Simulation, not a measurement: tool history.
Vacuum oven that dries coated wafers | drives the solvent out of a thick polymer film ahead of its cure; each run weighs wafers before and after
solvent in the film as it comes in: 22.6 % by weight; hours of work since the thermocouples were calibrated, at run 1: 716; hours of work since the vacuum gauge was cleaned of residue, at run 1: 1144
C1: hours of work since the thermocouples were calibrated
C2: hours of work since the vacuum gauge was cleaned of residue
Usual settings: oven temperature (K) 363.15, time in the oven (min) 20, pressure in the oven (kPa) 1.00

Run 1, hour 0.0: usual settings; C1 716; C2 1144. Result: solvent left in the film (%) 3.56.
Run 2, hour 91.9: usual settings but pressure in the oven (kPa) 0.87; C1 783; C2 1211. Result: solvent left in the film (%) 3.51.
Run 3, hour 160.4: usual settings but pressure in the oven (kPa) 0.87; C1 833; C2 1261. Result: solvent left in the film (%) 3.63.
Run 4, hour 251.7: usual settings but pressure in the oven (kPa) 0.87; C1 900; C2 1328. Result: solvent left in the film (%) 3.65.
Run 5, hour 308.9: usual settings but pressure in the oven (kPa) 2.41; C1 941; C2 1370. Result: solvent left in the film (%) 4.45.
Run 6, hour 412.5: usual settings but pressure in the oven (kPa) 2.41; C1 1017; C2 1446. Result: solvent left in the film (%) 4.64.
Run 7, hour 517.1: usual settings but pressure in the oven (kPa) 2.41; C1 1094; C2 1522. Result: solvent left in the film (%) 4.58.
At hour 528.6: vacuum gauge cleaned of residue and calibrated.
Run 8, hour 616.9: usual settings; C1 1165; C2 65. Result: solvent left in the film (%) 3.51.
Run 9, hour 670.2: usual settings but oven temperature (K) 360.15, time in the oven (min) 12, pressure in the oven (kPa) 3.00; C1 1204; C2 103. Result: solvent left in the film (%) 8.52.
Run 10, hour 768.6: usual settings but oven temperature (K) 367.15, time in the oven (min) 12, pressure in the oven (kPa) 0.98; C1 1276; C2 175. Result: solvent left in the film (%) 5.31.
At hour 776.8: oven's thermocouples calibrated.
Run 11, hour 823.2: usual settings but oven temperature (K) 378.15; C1 34; C2 214. Result: solvent left in the film (%) 0.91.
Run 12, hour 903.3: usual settings but oven temperature (K) 378.15; C1 93; C2 272. Result: solvent left in the film (%) 1.00.
Run 13, hour 1011.3: usual settings but oven temperature (K) 378.15; C1 171; C2 351. Result: solvent left in the film (%) 0.86.
Run 14, hour 1067.9: usual settings but oven temperature (K) 378.15; C1 213; C2 393. Result: solvent left in the film (%) 0.98.
Run 15, hour 1170.6: usual settings but oven temperature (K) 364.15, time in the oven (min) 25; C1 288; C2 468. Result: solvent left in the film (%) 2.48.

Hidden state or all else? Some run-to-run changes of solvent left in the film (%), split into what the settings, what came in and random variation would give without the hidden state, and what is left for the hidden state (with any gauge scatter that isn't in both results):
The hidden state here: true wafer temperature over the reading, C; true pressure over the reading, kPa; drift of the gauge itself on solvent_pct, %.
Run 8 -> 9: oven temperature (K) 363.15 -> 360.15, time in the oven (min) 20 -> 12, pressure in the oven (kPa) 1.00 -> 3.00. solvent left in the film (%) +5.01: hidden state +0.20, all else +4.81.
Run 14 -> 15: oven temperature (K) 378.15 -> 364.15, time in the oven (min) 20 -> 25. solvent left in the film (%) +1.50: hidden state +0.44, all else +1.06.
